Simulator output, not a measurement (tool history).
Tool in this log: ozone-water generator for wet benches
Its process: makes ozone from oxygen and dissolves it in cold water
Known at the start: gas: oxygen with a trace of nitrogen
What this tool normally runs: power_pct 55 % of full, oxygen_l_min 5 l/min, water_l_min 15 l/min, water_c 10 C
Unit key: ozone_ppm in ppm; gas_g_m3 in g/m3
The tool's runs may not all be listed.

run,hour,power_pct,oxygen_l_min,water_l_min,water_c,ozone_ppm,gas_g_m3
1,0,55,5,15,10,26.4,176.1
2,51.1,55,3.37,15,10,25.2,208.4
3,120.4,55,3.37,15,10,25,211.9
4,160,55,3.37,15,10,25.1,210.6
5,221.9,55,5,15,15,24.6,174.2
6,311.8,55,5,15,15,24.5,174.1
7,397.5,55,5,15,15,24.3,172.5
8,486.2,55,5,15,15,24.1,175.4
9,581.4,55,5,15,15,24.5,171.3
10,649.7,58,5,15,10,27.2,179.6
11,744.1,55,5,15,10,25.7,174.4
12,821.8,55,5,15,10,25.8,174.8
# hour 845.5: water thermometer calibrated
13,893.1,55,5,15,10,26.3,174.3
14,963.4,55,5,15,10,26.1,172.6
15,1010.9,55,5,15,7,26.9,172.3
16,1101.7,55,5,15,15,24.1,172.3
17,1180.7,58,5,16,15,23.5,178.5
18,1230.2,58,6.01,16,15,23.6,163.4
19,1322.5,75,5.23,20,14,23.1,200.9
20,1385.2,46,5.23,20,16,16.8,152.5
21,1458.1,55,7.4,15,9,26.3,143.5
22,1548.5,79,6.4,12,17,32.6,189.7
23,1598.7,79,6.4,12,7,38.7,187.2
24,1639.2,49,4.16,12,14,26.1,171.8
25,1728,49,4.16,12,14,26.1,172.1
26,1782,49,4.16,12,14,25.9,172.7
27,1848.5,49,3.68,12,6,28.6,183
28,1898.4,46,5.61,16,10,21.8,146.7
29,1953.4,55,5,18,10,21.6,170.4
30,2010.6,57,5.26,15,10,25.6,169
31,2054.7,57,5.26,15,10,25.9,166.8
32,2127.8,55,6.27,13,10,28.1,153.2

Here are 5 independent what-if runs from the current tool condition. What would each one return?
A,2185.1,76,5,15,10,?,?
B,2185.1,55,6.34,10,6,?,?
C,2185.1,55,6.27,14,10,?,?
D,2185.1,55,5,13,10,?,?
E,2185.1,55,5,22,10,?,?

run,ozone_ppm,gas_g_m3
A,30,202.4
B,35.8,150.5
C,26.3,151.7
D,27.8,169.4
E,17.8,168.6
Without the tool's hidden state the same runs would have given:
run,ozone_ppm,gas_g_m3
A,35.3,221.6
B,40.7,162
C,30.4,163.4
D,32,182.4
E,21,181.6
